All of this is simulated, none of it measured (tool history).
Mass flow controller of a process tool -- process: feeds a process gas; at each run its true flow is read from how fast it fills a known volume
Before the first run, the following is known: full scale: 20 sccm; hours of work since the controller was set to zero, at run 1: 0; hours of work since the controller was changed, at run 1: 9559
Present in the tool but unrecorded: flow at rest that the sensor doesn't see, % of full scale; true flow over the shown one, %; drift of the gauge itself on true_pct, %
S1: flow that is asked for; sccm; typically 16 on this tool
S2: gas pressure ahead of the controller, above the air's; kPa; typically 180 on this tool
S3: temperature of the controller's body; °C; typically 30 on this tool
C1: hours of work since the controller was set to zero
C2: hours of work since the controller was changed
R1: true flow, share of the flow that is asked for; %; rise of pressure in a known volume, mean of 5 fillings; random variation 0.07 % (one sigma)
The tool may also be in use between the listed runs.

Run 1, hour 0.0: usual settings; C1 0; C2 9559. Result: R1 97.28 %.
Run 2, hour 256.6: usual settings but S2 240 kPa; C1 149; C2 9708. Result: R1 97.76 %.
Run 3, hour 732.7: usual settings but S2 240 kPa; C1 426; C2 9985. Result: R1 97.76 %.
Run 4, hour 1142.6: usual settings but S3 24 °C; C1 664; C2 10223. Result: R1 97.54 %.
Run 5, hour 1392.1: usual settings but S3 24 °C; C1 809; C2 10368. Result: R1 97.44 %.
Run 6, hour 1706.1: usual settings but S2 246 kPa, S3 24 °C; C1 992; C2 10551. Result: R1 97.96 %.
Run 7, hour 2048.5: usual settings; C1 1191; C2 10750. Result: R1 97.34 %.
Run 8, hour 2369.1: usual settings; C1 1378; C2 10937. Result: R1 97.28 %.
Run 9, hour 2721.2: usual settings but S1 19 sccm; C1 1582; C2 11141. Result: R1 97.66 %.
Run 10, hour 3133.7: usual settings but S1 19 sccm; C1 1822; C2 11381. Result: R1 97.60 %.
Run 11, hour 3542.5: usual settings but S1 19 sccm; C1 2060; C2 11619. Result: R1 97.57 %.
Run 12, hour 3873.9: usual settings but S1 19 sccm; C1 2253; C2 11812. Result: R1 97.66 %.
Run 13, hour 4096.2: usual settings but S3 33 °C; C1 2382; C2 11941. Result: R1 96.97 %.
Run 14, hour 4487.3: usual settings; C1 2609; C2 12168. Result: R1 97.23 %.
Run 15, hour 4927.4: usual settings but S3 22 °C; C1 2865; C2 12424. Result: R1 97.44 %.
Run 16, hour 5249.5: usual settings but S3 22 °C; C1 3053; C2 12612. Result: R1 97.56 %.
Run 17, hour 5634.3: usual settings but S3 22 °C; C1 3276; C2 12835. Result: R1 97.44 %.
Run 18, hour 5893.9: usual settings but S3 22 °C; C1 3427; C2 12986. Result: R1 97.49 %.
Run 19, hour 6198.9: usual settings but S1 5 sccm; C1 3605; C2 13164. Result: R1 97.02 %.
Run 20, hour 6418.4: usual settings but S1 11 sccm, S2 152 kPa; C1 3732; C2 13291. Result: R1 96.49 %.
Run 21, hour 6694.4: usual settings but S1 9 sccm, S2 197 kPa; C1 3893; C2 13452. Result: R1 96.95 %.
Run 22, hour 6969.2: usual settings but S1 2 sccm, S2 156 kPa, S3 38 °C; C1 4053; C2 13611. Result: R1 100.53 %.
At hour 7261.4: controller exchanged for a calibrated one.
Run 23, hour 7446.7: usual settings but S1 2 sccm, S2 156 kPa, S3 38 °C; C1 108; C2 108. Result: R1 97.12 %.

For run 24, what comes out?
Run 24, hour 7759.7: usual settings but S1 2 sccm, S2 156 kPa, S3 38 °C; C1 290; C2 290. Result: R1 ?.

Run 24 gave R1 97.38 %.
The same run, on a tool lacking any hidden state, would have yielded R1 96.44 %.

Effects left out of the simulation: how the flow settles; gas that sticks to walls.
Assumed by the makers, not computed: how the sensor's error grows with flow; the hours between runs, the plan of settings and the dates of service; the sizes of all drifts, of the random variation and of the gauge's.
